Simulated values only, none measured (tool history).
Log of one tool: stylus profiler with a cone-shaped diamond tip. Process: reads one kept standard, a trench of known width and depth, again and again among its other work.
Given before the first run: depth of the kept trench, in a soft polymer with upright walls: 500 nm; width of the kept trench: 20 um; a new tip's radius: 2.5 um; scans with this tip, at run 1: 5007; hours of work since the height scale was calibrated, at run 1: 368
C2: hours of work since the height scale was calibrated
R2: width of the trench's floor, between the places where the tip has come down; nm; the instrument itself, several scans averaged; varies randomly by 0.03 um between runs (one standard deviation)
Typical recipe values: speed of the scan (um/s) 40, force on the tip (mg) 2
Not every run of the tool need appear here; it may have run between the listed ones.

{"run": 1, "day": 0.0, "speed of the scan (um/s)": 40, "force on the tip (mg)": 2, "scans with this tip": 5007, "C2": 368, "depth of the trench (Å)": 5049, "R2": 16520}
{"run": 2, "day": 3.975, "speed of the scan (um/s)": 40, "force on the tip (mg)": 2, "scans with this tip": 5795, "C2": 426, "depth of the trench (Å)": 5051.7, "R2": 16500}
{"run": 3, "day": 6.412, "speed of the scan (um/s)": 40, "force on the tip (mg)": 2.45, "scans with this tip": 6278, "C2": 461, "depth of the trench (Å)": 5060.7, "R2": 16470}
{"run": 4, "day": 10.646, "speed of the scan (um/s)": 40, "force on the tip (mg)": 2.45, "scans with this tip": 7116, "C2": 523, "depth of the trench (Å)": 5060.4, "R2": 16350}
{"run": 5, "day": 13.325, "speed of the scan (um/s)": 40, "force on the tip (mg)": 1.08, "scans with this tip": 7646, "C2": 562, "depth of the trench (Å)": 5041, "R2": 16220}
{"run": 6, "day": 16.783, "speed of the scan (um/s)": 40, "force on the tip (mg)": 2, "scans with this tip": 8331, "C2": 612, "depth of the trench (Å)": 5055.7, "R2": 16230}
{"run": 7, "day": 20.7, "speed of the scan (um/s)": 85, "force on the tip (mg)": 1.21, "scans with this tip": 9107, "C2": 669, "depth of the trench (Å)": 5044.9, "R2": 15950}
{"run": 8, "day": 24.229, "speed of the scan (um/s)": 16, "force on the tip (mg)": 0.81, "scans with this tip": 9805, "C2": 720, "depth of the trench (Å)": 5039.5, "R2": 16160}
{"run": 9, "day": 26.633, "speed of the scan (um/s)": 16, "force on the tip (mg)": 0.81, "scans with this tip": 10282, "C2": 755, "depth of the trench (Å)": 5040.7, "R2": 16080}
{"run": 10, "day": 30.167, "speed of the scan (um/s)": 73, "force on the tip (mg)": 2.38, "scans with this tip": 10981, "C2": 807, "depth of the trench (Å)": 5064.4, "R2": 15940}
{"run": 11, "day": 34.175, "speed of the scan (um/s)": 35, "force on the tip (mg)": 1.48, "scans with this tip": 11775, "C2": 865, "depth of the trench (Å)": 5053.5, "R2": 16000}
{"run": 12, "day": 38.846, "speed of the scan (um/s)": 35, "force on the tip (mg)": 1.48, "scans with this tip": 12700, "C2": 933, "depth of the trench (Å)": 5057.8, "R2": 15900}

Alternative continuations, all from the tool just after run 12; predict every row:
{"run": "A", "day": 41.846, "speed of the scan (um/s)": 63, "force on the tip (mg)": 5.47, "scans with this tip": 13294, "C2": 976, "depth of the trench (Å)": "?", "R2": "?"}
{"run": "B", "day": 41.846, "speed of the scan (um/s)": 39, "force on the tip (mg)": 1.48, "scans with this tip": 13294, "C2": 976, "depth of the trench (Å)": "?", "R2": "?"}
{"run": "C", "day": 41.846, "speed of the scan (um/s)": 146, "force on the tip (mg)": 2.24, "scans with this tip": 13294, "C2": 976, "depth of the trench (Å)": "?", "R2": "?"}

run=A depth_of_the_trench_(Å)=5104.1 R2=15890
run=B depth_of_the_trench_(Å)=5056.5 R2=15830
run=C depth_of_the_trench_(Å)=5065.6 R2=15600
The same runs, with their run-to-run variation unchanged, on a tool lacking any hidden condition would have given:
run=A depth_of_the_trench_(Å)=5082.2 R2=16920
run=B depth_of_the_trench_(Å)=5034.7 R2=16860
run=C depth_of_the_trench_(Å)=5043.8 R2=16630
